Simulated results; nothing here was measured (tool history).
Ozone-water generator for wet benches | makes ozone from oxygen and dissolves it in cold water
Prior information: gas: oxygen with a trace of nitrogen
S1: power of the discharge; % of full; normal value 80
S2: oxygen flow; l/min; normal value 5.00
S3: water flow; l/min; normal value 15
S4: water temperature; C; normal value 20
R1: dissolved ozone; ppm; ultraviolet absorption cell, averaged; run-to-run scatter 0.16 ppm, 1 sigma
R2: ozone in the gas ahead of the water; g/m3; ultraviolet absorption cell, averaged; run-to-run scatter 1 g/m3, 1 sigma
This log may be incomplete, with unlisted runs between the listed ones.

run	hour	S1	S2	S3	S4	R1	R2
1	0.0	80	5.00	15	20	21.6	175.2
2	102.4	80	5.00	10	20	28.4	174.7
3	193.9	80	5.00	15	20	21.3	177.0
4	311.0	80	5.00	15	20	21.6	174.7
5	459.8	80	2.97	15	20	19.6	209.5
6	600.2	55	5.00	15	20	15.7	129.8
7	714.7	55	5.00	15	20	15.8	128.9
8	804.1	55	5.00	15	20	15.5	129.4
9	959.5	55	5.00	15	20	15.6	129.4
10	1050.0	80	5.00	15	20	21.6	179.1
11	1176.7	80	5.00	15	20	21.5	178.8
12	1302.8	80	5.00	15	20	21.6	179.6
13	1408.3	80	5.00	15	20	21.7	179.9
14	1514.8	80	5.00	15	20	21.4	178.1
15	1585.0	80	5.00	15	20	21.6	178.6
16	1749.8	80	5.00	15	20	21.5	179.5
17	1859.7	80	5.00	15	20	21.3	177.4
18	1956.4	80	3.40	15	26	18.4	201.7
19	2106.6	99	3.40	16	27	21.0	239.9
20	2235.2	41	8.73	15	20	12.5	81.7
21	2360.8	88	5.75	12	25	24.7	181.1
22	2522.5	46	4.97	18	17	12.1	110.6
23	2602.6	46	4.97	18	17	12.1	110.9
24	2704.2	46	4.97	18	17	12.2	112.8
25	2793.8	46	4.97	18	17	12.1	112.1
26	2928.8	59	5.00	15	16	17.5	136.9
27	3026.6	76	2.90	10	13	28.3	208.1
28	3188.6	76	2.90	10	13	28.6	207.0
29	3280.1	49	3.02	19	17	10.9	141.4
30	3399.8	80	5.00	21	22	15.8	179.9
31	3527.0	92	7.44	21	25	17.6	177.8
32	3673.9	92	7.44	21	25	17.5	175.8

Removed from this log: 2 entries logged between the listed runs. Between which two listed runs does each belong, and how does the tool's hidden state at the listed run before it compare with that at the listed run after it?
Run 16 -> run 17: gauge calibrated (hour 1764.0)
  yield of the discharge, % of new electrodes': 100 -> 99.9; drift of the gauge itself on gas_g_m3, %: 2.9 -> 0.16
  measured minus no-state result, R2: +5.0 -> +0.2 g/m3
Run 27 -> run 28: water thermometer calibrated (hour 3065.7)
  drift of the gauge itself on gas_g_m3, %: 2.09 -> 2.36
  measured minus no-state result, R2: +4.1 -> +4.6 g/m3
